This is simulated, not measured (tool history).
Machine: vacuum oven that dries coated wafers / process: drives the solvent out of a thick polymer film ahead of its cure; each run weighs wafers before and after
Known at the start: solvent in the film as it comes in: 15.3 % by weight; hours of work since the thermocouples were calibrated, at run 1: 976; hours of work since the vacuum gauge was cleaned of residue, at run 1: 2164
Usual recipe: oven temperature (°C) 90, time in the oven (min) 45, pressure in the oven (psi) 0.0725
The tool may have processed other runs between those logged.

run    hour  oven temperature (°C)  time in the oven (min)  pressure in the oven (psi)  hours of work since the thermocouples were calibrated  hours of work since the vacuum gauge was cleaned of residue  solvent left in the film (%)
  1     0.0                     90                      45                      0.0725                                                    976                                                         2164                          3.30
  2   110.7                     90                      45                      0.0725                                                   1038                                                         2225                          3.41
  3   188.5                     90                      45                      0.0725                                                   1081                                                         2268                          3.45
  4   238.6                     90                      45                      0.0725                                                   1109                                                         2296                          3.37
  5   352.0                     90                      45                      0.0725                                                   1171                                                         2359                          3.48
  6   448.4                     90                      45                      0.0725                                                   1225                                                         2412                          3.41
  7   532.2                     88                      45                      0.0725                                                   1271                                                         2458                          4.05
  8   579.5                     88                      45                      0.0725                                                   1297                                                         2485                          4.11
  9   672.0                    102                      56                      0.0434                                                   1349                                                         2536                          0.64
      703.5  -- oven's thermocouples calibrated
 10   787.7                    104                      42                      0.0468                                                     47                                                         2599                          0.67
 11   885.5                    104                      68                      0.0582                                                    101                                                         2653                          0.41
 12   984.2                    104                      68                      0.0582                                                    155                                                         2708                          0.41
 13  1056.9                    103                      25                      0.2025                                                    196                                                         2748                          2.24

3 options for the next run, each taken on its own from the tool as it stands now. Forecast them:
  A  1115.4                     88                      26                      0.0502                                                    228                                                         2780                             ?
  B  1115.4                    103                      41                      0.1326                                                    228                                                         2780                             ?
  C  1115.4                     93                      31                      0.0725                                                    228                                                         2780                             ?

run  solvent left in the film (%)
  A                          5.73
  B                          1.08
  C                          3.54
Without the tool's unlogged condition, the same runs would have read:
run  solvent left in the film (%)
  A                          5.21
  B                          0.72
  C                          3.04

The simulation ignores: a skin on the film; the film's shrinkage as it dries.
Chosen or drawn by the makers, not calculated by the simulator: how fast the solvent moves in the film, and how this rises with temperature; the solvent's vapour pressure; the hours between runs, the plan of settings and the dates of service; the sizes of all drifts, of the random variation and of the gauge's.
